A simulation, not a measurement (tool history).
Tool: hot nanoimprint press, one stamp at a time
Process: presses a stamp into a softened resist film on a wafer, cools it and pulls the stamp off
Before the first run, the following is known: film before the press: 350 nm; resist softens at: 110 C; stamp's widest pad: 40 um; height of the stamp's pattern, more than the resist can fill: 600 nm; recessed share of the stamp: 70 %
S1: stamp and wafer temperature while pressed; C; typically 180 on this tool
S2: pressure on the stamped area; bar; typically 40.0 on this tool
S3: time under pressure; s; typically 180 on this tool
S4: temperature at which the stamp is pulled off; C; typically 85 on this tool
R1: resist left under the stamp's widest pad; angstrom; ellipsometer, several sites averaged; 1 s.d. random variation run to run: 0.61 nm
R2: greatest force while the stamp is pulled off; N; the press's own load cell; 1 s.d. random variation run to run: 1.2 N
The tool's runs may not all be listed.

Run 1, hour 0.0: usual settings. Result: R1 1251 angstrom, R2 109 N.
Run 2, hour 33.9: usual settings but S2 31.4 bar. Result: R1 1448 angstrom, R2 108 N.
At hour 73.3: stamp cleaned and given a new release coat.
Run 3, hour 81.5: usual settings but S2 31.4 bar. Result: R1 1430 angstrom, R2 109 N.
Run 4, hour 118.1: usual settings but S2 31.4 bar. Result: R1 1433 angstrom, R2 108 N.
Run 5, hour 153.3: usual settings but S2 31.4 bar. Result: R1 1429 angstrom, R2 112 N.
Run 6, hour 209.7: usual settings but S2 31.4 bar, S3 326 s. Result: R1 1177 angstrom, R2 106 N.
At hour 242.5: plate thermocouple calibrated.
Run 7, hour 276.5: usual settings but S2 31.4 bar, S3 326 s. Result: R1 1178 angstrom, R2 110 N.
At hour 319.3: stamp cleaned and given a new release coat.
Run 8, hour 319.3: usual settings but S2 31.4 bar, S3 326 s. Result: R1 1175 angstrom, R2 107 N.
Run 9, hour 379.5: usual settings. Result: R1 1266 angstrom, R2 108 N.
Run 10, hour 442.7: usual settings but S4 83 C. Result: R1 1257 angstrom, R2 113 N.
Run 11, hour 506.7: usual settings but S4 83 C. Result: R1 1256 angstrom, R2 113 N.
At hour 561.6: stamp cleaned and given a new release coat.
Run 12, hour 563.3: usual settings. Result: R1 1258 angstrom, R2 107 N.
Run 13, hour 620.2: usual settings. Result: R1 1262 angstrom, R2 107 N.
Run 14, hour 675.7: usual settings but S4 90 C. Result: R1 1264 angstrom, R2 95 N.
Run 15, hour 730.3: usual settings but S3 185 s. Result: R1 1250 angstrom, R2 110 N.
Run 16, hour 782.0: usual settings but S3 185 s, S4 89 C. Result: R1 1250 angstrom, R2 97 N.
At hour 801.0: stamp cleaned and given a new release coat.
Run 17, hour 814.8: usual settings but S2 25.0 bar, S4 72 C. Result: R1 1658 angstrom, R2 143 N.
At hour 870.6: press's hydraulic seals changed and the load cell set to zero.
Run 18, hour 881.2: usual settings but S1 177 C, S4 78 C. Result: R1 1388 angstrom, R2 129 N.
Run 19, hour 922.2: usual settings but S1 191 C, S3 126 s. Result: R1 1055 angstrom, R2 108 N.
Run 20, hour 986.8: usual settings but S1 191 C, S3 200 s. Result: R1 883 angstrom, R2 108 N.
At hour 1019.9: plate thermocouple calibrated.
Run 21, hour 1031.2: usual settings but S1 191 C, S2 40.5 bar, S3 121 s. Result: R1 1061 angstrom, R2 111 N.
At hour 1053.4: stamp cleaned and given a new release coat.
Run 22, hour 1064.4: usual settings but S1 189 C, S2 38.7 bar. Result: R1 994 angstrom, R2 108 N.
Run 23, hour 1100.1: usual settings but S1 183 C, S2 42.5 bar, S3 224 s, S4 91 C. Result: R1 1027 angstrom, R2 93 N.
Run 24, hour 1140.1: usual settings but S1 183 C, S2 59.2 bar, S3 176 s, S4 91 C. Result: R1 921 angstrom, R2 92 N.
Run 25, hour 1179.7: usual settings but S1 183 C, S2 59.2 bar, S3 176 s, S4 91 C. Result: R1 916 angstrom, R2 91 N.
Run 26, hour 1231.2: usual settings but S1 188 C, S2 34.1 bar, S3 172 s, S4 71 C. Result: R1 1133 angstrom, R2 148 N.
Run 27, hour 1277.9: usual settings but S2 43.1 bar, S4 77 C. Result: R1 1227 angstrom, R2 129 N.
At hour 1293.6: stamp cleaned and given a new release coat.
Run 28, hour 1324.9: usual settings but S3 157 s, S4 81 C. Result: R1 1334 angstrom, R2 119 N.
Run 29, hour 1360.9: usual settings but S3 157 s, S4 81 C. Result: R1 1341 angstrom, R2 119 N.
Run 30, hour 1420.0: usual settings but S1 176 C, S2 37.8 bar, S3 268 s, S4 81 C. Result: R1 1294 angstrom, R2 122 N.

Some steps in R1 between neighbouring runs. How much of each would the tool show without its hidden state too (settings, what came in, random variation), and how much is left for the hidden state, with any gauge scatter that isn't in both results?
Hidden state present: true temperature over the reading, C; pressure that arrives at the usual setting, %; grip of the stamp's worn release coat, % over a new coat's; drift of the gauge itself on residual_nm, %; drift of the gauge itself on pull_off_n, %.
Run 16 -> 17: S2 40.0 -> 25.0, S3 185 -> 180, S4 89 -> 72, stamp cleaned and given a new release coat. R1 +408 angstrom: hidden state +6, all else +402.
Run 17 -> 18: S1 180 -> 177, S2 25.0 -> 40.0, S4 72 -> 78, press's hydraulic seals changed and the load cell set to zero. R1 -270 angstrom: hidden state -4, all else -266.
Run 18 -> 19: S1 177 -> 191, S3 180 -> 126, S4 78 -> 85. R1 -333 angstrom: hidden state -4, all else -329.
Run 25 -> 26: S1 183 -> 188, S2 59.2 -> 34.1, S3 176 -> 172, S4 91 -> 71. R1 +217 angstrom: hidden state +5, all else +212.
